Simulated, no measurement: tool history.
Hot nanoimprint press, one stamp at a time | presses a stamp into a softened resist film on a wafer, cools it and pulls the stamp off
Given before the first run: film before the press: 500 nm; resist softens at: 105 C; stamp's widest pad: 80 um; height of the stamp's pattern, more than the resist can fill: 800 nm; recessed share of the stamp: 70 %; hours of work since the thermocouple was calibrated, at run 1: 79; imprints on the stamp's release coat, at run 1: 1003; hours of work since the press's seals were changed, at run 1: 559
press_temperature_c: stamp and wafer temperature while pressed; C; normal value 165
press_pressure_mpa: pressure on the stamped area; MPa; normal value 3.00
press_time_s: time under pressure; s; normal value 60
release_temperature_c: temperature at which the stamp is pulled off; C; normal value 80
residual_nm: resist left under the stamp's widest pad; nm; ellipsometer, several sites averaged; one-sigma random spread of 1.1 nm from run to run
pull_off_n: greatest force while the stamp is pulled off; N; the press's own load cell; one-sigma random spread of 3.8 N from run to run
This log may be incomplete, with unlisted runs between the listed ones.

run     day  press_temperature_c  press_pressure_mpa  press_time_s  release_temperature_c  hours of work since the thermocouple was calibrated  imprints on the stamp's release coat  hours of work since the press's seals were changed  residual_nm  pull_off_n
  1   0.000                  165                3.00            60                     80                                                   79                                  1003                                                 559        194.6         182
  2   0.625                  165                3.00            60                     80                                                   90                                  1073                                                 570        196.0         192
  3   1.392                  165                3.00            60                     80                                                  105                                  1159                                                 584        195.7         186
  4   2.346                  165                3.00            60                     80                                                  122                                  1267                                                 602        193.7         189
  5   2.862                  175                3.00            60                     80                                                  132                                  1325                                                 612        102.4         188
  6   3.838                  165                3.00            60                     67                                                  150                                  1434                                                 630        195.2         226
  7   4.538                  165                3.00            60                     80                                                  163                                  1513                                                 643        194.1         186
  8   5.046                  165                3.00            60                     70                                                  172                                  1570                                                 652        194.8         217
  9   5.683                  165                3.89            60                     80                                                  184                                  1642                                                 664        171.4         183
 10   6.312                  165                3.00            60                     80                                                  196                                  1713                                                 676        194.7         191
 11   6.925                  165                3.00            60                     80                                                  207                                  1782                                                 687        194.1         178
 12   7.554                  165                3.00            53                     80                                                  219                                  1853                                                 699        204.2         185
 13   8.346                  172                2.32            60                     67                                                  234                                  1942                                                 714        141.8         227
 14   8.862                  158                3.00            84                     69                                                  243                                  2000                                                 723        268.4         217
      9.612  -- plate thermocouple calibrated
 15  10.042                  165                2.38            64                     80                                                    8                                  2119                                                 743        211.1         188
     10.779  -- stamp cleaned and given a new release coat
 16  10.962                  165                2.38            51                     80                                                   20                                    20                                                 755        231.7         185
 17  11.458                  167                2.38            47                     80                                                   30                                    76                                                 764        210.8         181
 18  12.562                  172                2.38            47                     80                                                   50                                   200                                                 785        155.5         178
 19  13.083                  170                3.00           115                     74                                                   60                                   259                                                 795        106.3         204
 20  14.042                  170                3.00           115                     74                                                   78                                   366                                                 812        107.6         196

Expected results for the next run?
 21  14.588                  159                2.58            41                     79                                                   88                                   428                                                 822            ?           ?

Run 21 measured residual_nm 336.2 nm, pull_off_n 196 N.
With the hidden condition absent and the run-to-run variation left alone, this run would have shown residual_nm 336.5 nm, pull_off_n 195 N.
